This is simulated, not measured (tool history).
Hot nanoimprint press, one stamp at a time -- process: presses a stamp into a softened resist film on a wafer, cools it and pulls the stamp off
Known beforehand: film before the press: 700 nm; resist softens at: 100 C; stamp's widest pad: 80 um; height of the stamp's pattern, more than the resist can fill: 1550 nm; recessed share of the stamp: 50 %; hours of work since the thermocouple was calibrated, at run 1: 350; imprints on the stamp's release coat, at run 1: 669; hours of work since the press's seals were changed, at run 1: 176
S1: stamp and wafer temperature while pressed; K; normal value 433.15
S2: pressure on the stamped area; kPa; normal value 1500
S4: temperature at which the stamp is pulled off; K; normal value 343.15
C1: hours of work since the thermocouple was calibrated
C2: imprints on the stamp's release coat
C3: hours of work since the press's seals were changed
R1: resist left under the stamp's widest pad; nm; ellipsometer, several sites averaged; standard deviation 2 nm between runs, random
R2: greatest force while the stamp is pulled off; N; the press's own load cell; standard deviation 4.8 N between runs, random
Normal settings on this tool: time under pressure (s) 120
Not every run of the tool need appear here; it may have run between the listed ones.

Run 1, day 0: usual settings; C1 350; C2 669; C3 176. Result: R1 324.8 nm, R2 266 N.
Run 2, day 0.579: usual settings; C1 360; C2 730; C3 186. Result: R1 322.5 nm, R2 269 N.
Run 3, day 0.988: usual settings; C1 367; C2 773; C3 193. Result: R1 323.2 nm, R2 269 N.
Run 4, day 1.362: usual settings; C1 374; C2 813; C3 200. Result: R1 318.6 nm, R2 272 N.
Run 5, day 1.775: usual settings; C1 381; C2 856; C3 207. Result: R1 320.1 nm, R2 278 N.
Run 6, day 2.225: usual settings; C1 388; C2 904; C3 215. Result: R1 318.7 nm, R2 290 N.
Run 7, day 2.646: usual settings; C1 396; C2 948; C3 222. Result: R1 319.2 nm, R2 284 N.
Run 8, day 3.417: usual settings; C1 409; C2 1029; C3 235. Result: R1 321.1 nm, R2 290 N.
Run 9, day 4.121: usual settings; C1 421; C2 1103; C3 247. Result: R1 321.3 nm, R2 285 N.
Run 10, day 4.604: usual settings; C1 429; C2 1154; C3 256. Result: R1 320.8 nm, R2 298 N.
Run 11, day 4.929: usual settings; C1 435; C2 1188; C3 261. Result: R1 314.8 nm, R2 304 N.
At day 5.212: plate thermocouple calibrated.
Run 12, day 5.521: usual settings; C1 5; C2 1237; C3 269. Result: R1 337.9 nm, R2 305 N.
Run 13, day 6.067: usual settings; C1 15; C2 1295; C3 278. Result: R1 337.8 nm, R2 298 N.
Run 14, day 6.825: usual settings; C1 28; C2 1375; C3 291. Result: R1 336.3 nm, R2 320 N.
Run 15, day 7.529: usual settings but time under pressure (s) 205; C1 40; C2 1449; C3 304. Result: R1 274.4 nm, R2 309 N.
Run 16, day 7.892: usual settings but time under pressure (s) 205; C1 46; C2 1487; C3 310. Result: R1 272.8 nm, R2 313 N.
Run 17, day 8.471: usual settings but S1 442.15 K, time under pressure (s) 80; C1 56; C2 1548; C3 320. Result: R1 274.3 nm, R2 319 N.
Run 18, day 9.25: usual settings but S1 439.15 K, S4 347.15 K; C1 69; C2 1630; C3 333. Result: R1 264.1 nm, R2 310 N.
Run 19, day 9.612: usual settings but S1 439.15 K, S2 2310 kPa, time under pressure (s) 198; C1 76; C2 1668; C3 339. Result: R1 170.3 nm, R2 323 N.
Run 20, day 10.342: usual settings but S1 439.15 K, S2 2310 kPa, time under pressure (s) 198; C1 88; C2 1745; C3 352. Result: R1 170.5 nm, R2 330 N.
Run 21, day 10.7: usual settings but S1 439.15 K, S2 2310 kPa, time under pressure (s) 198; C1 94; C2 1783; C3 358. Result: R1 172.8 nm, R2 327 N.
Run 22, day 11.35: usual settings but S4 337.15 K; C1 105; C2 1851; C3 369. Result: R1 331 nm, R2 345 N.
Run 23, day 11.862: usual settings but S1 444.15 K, time under pressure (s) 71, S4 340.15 K; C1 114; C2 1905; C3 378. Result: R1 267 nm, R2 330 N.
Run 24, day 12.6: usual settings but S1 444.15 K, time under pressure (s) 71, S4 340.15 K; C1 127; C2 1983; C3 391. Result: R1 264 nm, R2 341 N.
Run 25, day 13.175: usual settings but S2 1020 kPa, S4 347.15 K; C1 137; C2 2043; C3 400. Result: R1 390.3 nm, R2 339 N.
At day 13.792: stamp cleaned and given a new release coat.
Run 26, day 14.117: usual settings but S2 1020 kPa, S4 347.15 K; C1 148; C2 34; C3 412. Result: R1 387.8 nm, R2 243 N.
Run 27, day 14.888: usual settings but S2 1570 kPa, time under pressure (s) 140; C1 162; C2 115; C3 425. Result: R1 305.1 nm, R2 247 N.
Run 28, day 15.267: usual settings but S1 423.15 K, S2 1330 kPa, time under pressure (s) 140; C1 168; C2 155; C3 432. Result: R1 480 nm, R2 246 N.
Run 29, day 15.617: usual settings but S1 423.15 K, S2 1330 kPa, time under pressure (s) 140; C1 174; C2 192; C3 438. Result: R1 476.3 nm, R2 240 N.
Run 30, day 16.171: usual settings but S1 432.15 K, time under pressure (s) 140; C1 184; C2 250; C3 448. Result: R1 324.4 nm, R2 243 N.
Run 31, day 16.625: usual settings but S1 437.15 K, S2 1160 kPa, time under pressure (s) 161, S4 342.15 K; C1 191; C2 298; C3 455. Result: R1 282.4 nm, R2 255 N.

3 options for the next run, each taken on its own from the tool as it stands now. Forecast them:
Run A, day 17.096: usual settings but S1 437.15 K, S2 1160 kPa, time under pressure (s) 89; C1 200; C2 348; C3 463. Result: R1 ?, R2 ?.
Run B, day 17.096: usual settings but S2 2110 kPa; C1 200; C2 348; C3 463. Result: R1 ?, R2 ?.
Run C, day 17.096: usual settings but S1 437.15 K, S2 1730 kPa, time under pressure (s) 161, S4 328.15 K; C1 200; C2 348; C3 463. Result: R1 ?, R2 ?.

run     R1   R2
  A  349.9  255
  B  282.7  257
  C  233.2  275
With no hidden state in the tool, these same runs would have given:
run     R1   R2
  A  357.4  239
  B  289.4  240
  C  238.7  257
